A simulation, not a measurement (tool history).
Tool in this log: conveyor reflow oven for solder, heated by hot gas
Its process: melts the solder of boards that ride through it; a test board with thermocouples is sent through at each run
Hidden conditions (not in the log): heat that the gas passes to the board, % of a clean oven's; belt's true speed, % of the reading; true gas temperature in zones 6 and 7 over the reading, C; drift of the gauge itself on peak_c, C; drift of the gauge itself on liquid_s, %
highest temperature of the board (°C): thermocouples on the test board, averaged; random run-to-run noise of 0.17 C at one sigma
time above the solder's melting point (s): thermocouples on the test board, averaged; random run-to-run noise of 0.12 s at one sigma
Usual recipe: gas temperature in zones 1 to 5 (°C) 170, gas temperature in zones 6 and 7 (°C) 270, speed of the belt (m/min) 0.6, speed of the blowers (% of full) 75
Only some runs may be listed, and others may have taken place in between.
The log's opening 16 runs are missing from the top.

run   hour  gas temperature in zones 1 to 5 (°C)  gas temperature in zones 6 and 7 (°C)  speed of the belt (m/min)  speed of the blowers (% of full)  hours of work since the flux was cleaned out  hours of work since the belt drive was overhauled  hours of work since the thermocouples were changed  highest temperature of the board (°C)  time above the solder's melting point (s)
 17  484.1                                   162                                    263                      0.599                                59                                           160                                                590                                                 527                                  243.4                                       47.6
 18  506.6                                   160                                    263                       0.55                                59                                           170                                                600                                                 537                                  246.6                                       54.9
 19  531.2                                   184                                    270                      0.629                                64                                           180                                                610                                                 547                                  254.2                                       61.6
 20  562.4                                   184                                    270                      0.629                                64                                           193                                                623                                                 560                                  254.1                                       61.4
 21    591                                   168                                    270                      0.719                                64                                           205                                                635                                                 572                                  245.5                                       41.5
 22  618.8                                   168                                    270                      0.719                                66                                           216                                                646                                                 583                                  246.1                                       42.3
 23  667.4                                   168                                    270                      0.639                                71                                           236                                                667                                                 603                                  252.4                                       54.2
 24  708.4                                   168                                    270                      0.639                                71                                           253                                                684                                                 620                                  252.4                                       54.1
 25    741                                   172                                    270                      0.556                                75                                           267                                                697                                                 634                                  258.3                                       69.4
 26  790.1                                   161                                    270                      0.556                                51                                           287                                                718                                                 654                                  249.2                                       56.3
       814  -- flux residue cleaned out of gas plates and filters
 27  842.9                                   173                                    272                      0.591                                64                                            12                                                737                                                 674                                  255.5                                       62.8
 28  886.9                                   173                                    272                      0.591                                64                                            30                                                756                                                 692                                  255.6                                       62.8
 29  933.4                                   173                                    272                      0.591                                64                                            50                                                775                                                 712                                  255.6                                         63
     946.6  -- thermocouples of zones 6 and 7 changed
 30  964.5                                   173                                    266                      0.591                                64                                            62                                                787                                                   7                                  250.3                                       59.2

4 ways to go on from here, each from the tool as it stands after run 30. What would each give?
  A  1008.2                                   170                                    270                      0.674                                75                                            80                                                805                                                  26                                      ?                                          ?
  B  1008.2                                   170                                    270                      0.602                                75                                            80                                                805                                                  26                                      ?                                          ?
  C  1008.2                                   173                                    268                      0.591                                58                                            80                                                805                                                  26                                      ?                                          ?
  D  1008.2                                   162                                    283                        0.6                                75                                            80                                                805                                                  26                                      ?                                          ?

run  highest temperature of the board (°C)  time above the solder's melting point (s)
  A                                  251.9                                       51.6
  B                                  255.8                                       61.2
  C                                  250.1                                       58.4
  D                                  266.6                                       65.4
Stripped of hidden state, with their random variation kept, the same runs would have yielded:
run  highest temperature of the board (°C)  time above the solder's melting point (s)
  A                                    252                                       51.6
  B                                  255.8                                       61.1
  C                                  250.1                                       58.4
  D                                  266.6                                       65.4

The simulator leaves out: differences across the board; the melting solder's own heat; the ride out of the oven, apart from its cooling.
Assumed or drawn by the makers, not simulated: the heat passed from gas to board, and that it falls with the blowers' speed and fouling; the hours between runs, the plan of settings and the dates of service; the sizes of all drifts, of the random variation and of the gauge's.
